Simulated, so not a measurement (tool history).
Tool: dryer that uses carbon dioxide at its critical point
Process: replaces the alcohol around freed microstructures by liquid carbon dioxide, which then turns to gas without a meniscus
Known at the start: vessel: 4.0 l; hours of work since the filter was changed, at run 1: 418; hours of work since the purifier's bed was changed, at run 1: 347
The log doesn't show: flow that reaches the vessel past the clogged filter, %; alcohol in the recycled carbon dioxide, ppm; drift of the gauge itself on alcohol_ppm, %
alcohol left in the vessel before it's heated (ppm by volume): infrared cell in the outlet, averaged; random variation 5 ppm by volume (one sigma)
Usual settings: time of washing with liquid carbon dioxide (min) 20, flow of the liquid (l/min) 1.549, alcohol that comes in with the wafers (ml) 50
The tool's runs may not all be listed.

| run | day | time of washing with liquid carbon dioxide (min) | flow of the liquid (l/min) | alcohol that comes in with the wafers (ml) | hours of work since the filter was changed | hours of work since the purifier's bed was changed | alcohol left in the vessel before it's heated (ppm by volume) |
|---|---|---|---|---|---|---|---|
| 1 | 0 | 20 | 1.549 | 50 | 418 | 347 | 74 |
|  | 0.621 | inlet filter changed |
| 2 | 1.321 | 23 | 1.549 | 50 | 12 | 369 | 59 |
| 3 | 2.296 | 23 | 1.549 | 50 | 29 | 386 | 63 |
| 4 | 3.683 | 23 | 1.549 | 50 | 53 | 410 | 69 |
| 5 | 4.508 | 29 | 1.549 | 50 | 68 | 424 | 66 |
| 6 | 6.242 | 29 | 1.549 | 50 | 98 | 455 | 81 |
| 7 | 7.533 | 20 | 1.549 | 50 | 120 | 477 | 86 |
| 8 | 8.842 | 17 | 1.549 | 50 | 143 | 500 | 108 |
| 9 | 9.838 | 20 | 1.549 | 50 | 160 | 517 | 94 |
| 10 | 10.867 | 20 | 1.549 | 47 | 178 | 535 | 96 |
| 11 | 12.462 | 20 | 1.549 | 47 | 206 | 563 | 103 |
| 12 | 14.183 | 20 | 1.549 | 47 | 236 | 593 | 95 |
| 13 | 16.046 | 20 | 1.549 | 47 | 268 | 625 | 103 |
| 14 | 17.038 | 15 | 1.549 | 50 | 286 | 642 | 179 |
| 15 | 18.65 | 15 | 1.93 | 50 | 314 | 671 | 122 |
| 16 | 19.55 | 15 | 1.93 | 50 | 329 | 686 | 130 |
| 17 | 21.283 | 15 | 1.93 | 50 | 360 | 716 | 132 |
| 18 | 22.883 | 20 | 1.549 | 42 | 388 | 744 | 134 |
| 19 | 24.179 | 20 | 1.75 | 50 | 410 | 767 | 129 |
|  | 25.3 | inlet filter changed |
| 20 | 25.362 | 20 | 1.549 | 50 | 1 | 787 | 129 |
| 21 | 27.088 | 20 | 1.549 | 50 | 31 | 817 | 141 |
| 22 | 28.783 | 20 | 1.549 | 50 | 61 | 846 | 137 |
| 23 | 30.388 | 20 | 1.549 | 50 | 89 | 874 | 135 |
| 24 | 31.779 | 20 | 1.549 | 50 | 113 | 898 | 144 |
| 25 | 32.779 | 20 | 1.549 | 50 | 130 | 916 | 157 |
| 26 | 34.462 | 20 | 1.549 | 50 | 159 | 945 | 156 |
| 27 | 35.354 | 32 | 2.37 | 50 | 175 | 960 | 144 |
| 28 | 36.871 | 15 | 1.38 | 53 | 201 | 987 | 268 |
| 29 | 37.783 | 15 | 1.38 | 53 | 217 | 1003 | 278 |
| 30 | 39.404 | 15 | 1.38 | 53 | 245 | 1031 | 286 |
| 31 | 40.854 | 17 | 1.38 | 23 | 271 | 1056 | 198 |
| 32 | 41.875 | 17 | 1.77 | 23 | 288 | 1074 | 176 |
| 33 | 43.083 | 17 | 1.77 | 23 | 310 | 1095 | 185 |
| 34 | 44.379 | 12 | 1.59 | 50 | 332 | 1118 | 375 |
| 35 | 45.196 | 16 | 1.71 | 101 | 346 | 1132 | 241 |
| 36 | 46.262 | 16 | 1.71 | 101 | 365 | 1150 | 247 |

Forecast run 37:
| 37 | 47.054 | 20 | 1.549 | 68 | 379 | 1164 | ? |

alcohol left in the vessel before it's heated (ppm by volume): 207
Without the tool's hidden state the same run would have given alcohol left in the vessel before it's heated (ppm by volume) 14.

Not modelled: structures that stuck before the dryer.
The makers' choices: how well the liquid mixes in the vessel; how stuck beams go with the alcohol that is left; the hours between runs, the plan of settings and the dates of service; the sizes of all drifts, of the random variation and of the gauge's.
